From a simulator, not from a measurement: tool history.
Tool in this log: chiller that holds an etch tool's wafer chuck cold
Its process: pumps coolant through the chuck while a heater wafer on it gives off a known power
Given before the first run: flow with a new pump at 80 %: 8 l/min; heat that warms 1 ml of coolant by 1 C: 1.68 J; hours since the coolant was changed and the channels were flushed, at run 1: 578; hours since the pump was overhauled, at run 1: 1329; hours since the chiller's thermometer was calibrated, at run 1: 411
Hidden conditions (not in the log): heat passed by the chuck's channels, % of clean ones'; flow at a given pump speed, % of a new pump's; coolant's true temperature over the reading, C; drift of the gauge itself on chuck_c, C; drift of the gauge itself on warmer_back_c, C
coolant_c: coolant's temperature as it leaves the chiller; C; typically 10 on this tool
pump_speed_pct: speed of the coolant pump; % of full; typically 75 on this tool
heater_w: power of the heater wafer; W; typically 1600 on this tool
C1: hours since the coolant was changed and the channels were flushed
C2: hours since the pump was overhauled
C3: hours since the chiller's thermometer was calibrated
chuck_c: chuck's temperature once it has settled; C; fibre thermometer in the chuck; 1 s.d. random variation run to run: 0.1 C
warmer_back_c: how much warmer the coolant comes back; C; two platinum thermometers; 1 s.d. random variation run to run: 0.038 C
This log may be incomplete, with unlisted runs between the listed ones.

Run 1, hour 0.0: usual settings; C1 578; C2 1329; C3 411. Result: chuck_c 24.7 C, warmer_back_c 7.79 C.
Run 2, hour 100.8: usual settings; C1 679; C2 1430; C3 512. Result: chuck_c 24.8 C, warmer_back_c 7.71 C.
Run 3, hour 210.9: usual settings but heater_w 1876 W; C1 789; C2 1540; C3 622. Result: chuck_c 27.4 C, warmer_back_c 9.20 C.
Run 4, hour 284.3: usual settings but pump_speed_pct 70 % of full; C1 862; C2 1614; C3 695. Result: chuck_c 25.9 C, warmer_back_c 8.47 C.
Run 5, hour 399.8: usual settings but pump_speed_pct 70 % of full; C1 978; C2 1729; C3 811. Result: chuck_c 26.1 C, warmer_back_c 8.48 C.
Run 6, hour 474.8: usual settings but pump_speed_pct 70 % of full; C1 1053; C2 1804; C3 886. Result: chuck_c 26.2 C, warmer_back_c 8.52 C.
Run 7, hour 528.2: usual settings but pump_speed_pct 70 % of full, heater_w 938 W; C1 1106; C2 1858; C3 939. Result: chuck_c 19.4 C, warmer_back_c 4.99 C.
Run 8, hour 594.2: usual settings but pump_speed_pct 70 % of full, heater_w 938 W; C1 1172; C2 1924; C3 1005. Result: chuck_c 19.7 C, warmer_back_c 5.06 C.
Run 9, hour 669.7: usual settings but pump_speed_pct 70 % of full, heater_w 938 W; C1 1248; C2 1999; C3 1081. Result: chuck_c 19.7 C, warmer_back_c 4.99 C.
Run 10, hour 721.1: usual settings but coolant_c 7 C, pump_speed_pct 70 % of full, heater_w 938 W; C1 1299; C2 2051; C3 1132. Result: chuck_c 16.8 C, warmer_back_c 5.09 C.
Run 11, hour 780.8: usual settings but coolant_c 7 C, pump_speed_pct 70 % of full, heater_w 938 W; C1 1359; C2 2110; C3 1192. Result: chuck_c 16.8 C, warmer_back_c 4.99 C.
Run 12, hour 882.7: usual settings but coolant_c 7 C, pump_speed_pct 70 % of full, heater_w 938 W; C1 1460; C2 2212; C3 1294. Result: chuck_c 17.0 C, warmer_back_c 5.04 C.
Run 13, hour 995.9: usual settings but coolant_c 7 C, pump_speed_pct 70 % of full, heater_w 938 W; C1 1574; C2 2325; C3 1407. Result: chuck_c 17.1 C, warmer_back_c 5.01 C.
Run 14, hour 1049.6: usual settings; C1 1627; C2 2379; C3 1461. Result: chuck_c 25.9 C, warmer_back_c 8.04 C.
Run 15, hour 1106.2: usual settings; C1 1684; C2 2436; C3 1517. Result: chuck_c 25.9 C, warmer_back_c 8.12 C.
Run 16, hour 1190.8: usual settings but pump_speed_pct 85 % of full; C1 1769; C2 2520; C3 1602. Result: chuck_c 24.6 C, warmer_back_c 7.11 C.
Run 17, hour 1269.3: usual settings but pump_speed_pct 85 % of full; C1 1847; C2 2599; C3 1680. Result: chuck_c 24.4 C, warmer_back_c 7.14 C.
Run 18, hour 1379.5: usual settings but pump_speed_pct 85 % of full; C1 1957; C2 2709; C3 1791. Result: chuck_c 24.4 C, warmer_back_c 7.16 C.
Run 19, hour 1447.6: usual settings but coolant_c 3 C, pump_speed_pct 78 % of full; C1 2025; C2 2777; C3 1859. Result: chuck_c 18.8 C, warmer_back_c 7.84 C.
Run 20, hour 1510.3: usual settings but coolant_c 16 C, pump_speed_pct 78 % of full, heater_w 851 W; C1 2088; C2 2840; C3 1921. Result: chuck_c 24.8 C, warmer_back_c 4.20 C.
Run 21, hour 1574.1: usual settings but coolant_c 13 C, pump_speed_pct 87 % of full, heater_w 857 W; C1 2152; C2 2904; C3 1985. Result: chuck_c 21.0 C, warmer_back_c 3.84 C.
Run 22, hour 1634.3: usual settings but coolant_c 12 C, pump_speed_pct 66 % of full, heater_w 1971 W; C1 2212; C2 2964; C3 2045. Result: chuck_c 34.7 C, warmer_back_c 11.55 C.
Run 23, hour 1695.0: usual settings but coolant_c 19 C, pump_speed_pct 64 % of full, heater_w 1250 W; C1 2273; C2 3025; C3 2106. Result: chuck_c 34.0 C, warmer_back_c 7.60 C.
Run 24, hour 1766.6: usual settings but coolant_c 1 C, pump_speed_pct 72 % of full, heater_w 817 W; C1 2344; C2 3096; C3 2178. Result: chuck_c 10.2 C, warmer_back_c 4.47 C.
Run 25, hour 1837.2: usual settings but pump_speed_pct 82 % of full, heater_w 2283 W; C1 2415; C2 3167; C3 2248. Result: chuck_c 31.8 C, warmer_back_c 10.75 C.
Run 26, hour 1909.0: usual settings but coolant_c 12 C, pump_speed_pct 96 % of full, heater_w 1750 W; C1 2487; C2 3238; C3 2320. Result: chuck_c 26.7 C, warmer_back_c 7.07 C.
Run 27, hour 1987.9: usual settings but coolant_c 0 C, pump_speed_pct 73 % of full; C1 2566; C2 3317; C3 2399. Result: chuck_c 17.4 C, warmer_back_c 8.47 C.
Run 28, hour 2069.6: usual settings but pump_speed_pct 95 % of full; C1 2647; C2 3399; C3 2481. Result: chuck_c 23.8 C, warmer_back_c 6.52 C.
Run 29, hour 2174.4: usual settings but pump_speed_pct 95 % of full, heater_w 1371 W; C1 2752; C2 3504; C3 2586. Result: chuck_c 22.2 C, warmer_back_c 5.58 C.
Run 30, hour 2287.9: usual settings but pump_speed_pct 95 % of full, heater_w 1371 W; C1 2866; C2 3617; C3 2699. Result: chuck_c 22.4 C, warmer_back_c 5.65 C.
At hour 2350.8: chiller's thermometer calibrated.
Run 31, hour 2354.4: usual settings but coolant_c 18 C, pump_speed_pct 78 % of full; C1 2931; C2 3683; C3 4. Result: chuck_c 34.1 C, warmer_back_c 8.09 C.
Run 32, hour 2441.3: usual settings but coolant_c 18 C, pump_speed_pct 91 % of full; C1 3018; C2 3770; C3 90. Result: chuck_c 32.1 C, warmer_back_c 6.95 C.

Each run again, without the hidden state but with its own random variation kept:
run  chuck_c  warmer_back_c
  1     24.0           7.61
  2     24.0           7.51
  3     26.3           8.93
  4     24.9           8.21
  5     24.9           8.19
  6     24.9           8.20
  7     18.5           4.80
  8     18.8           4.86
  9     18.7           4.77
 10     15.7           4.87
 11     15.7           4.75
 12     15.8           4.79
 13     15.8           4.74
 14     24.0           7.59
 15     23.9           7.65
 16     22.7           6.68
 17     22.4           6.70
 18     22.3           6.69
 19     16.4           7.31
 20     23.2           3.90
 21     19.5           3.56
 22     31.3          10.69
 23     31.5           7.02
 24      8.5           4.12
 25     28.2           9.89
 26     24.0           6.49
 27     14.3           7.75
 28     21.1           5.95
 29     19.7           5.07
 30     19.7           5.12
 31     31.5           7.31
 32     29.7           6.26
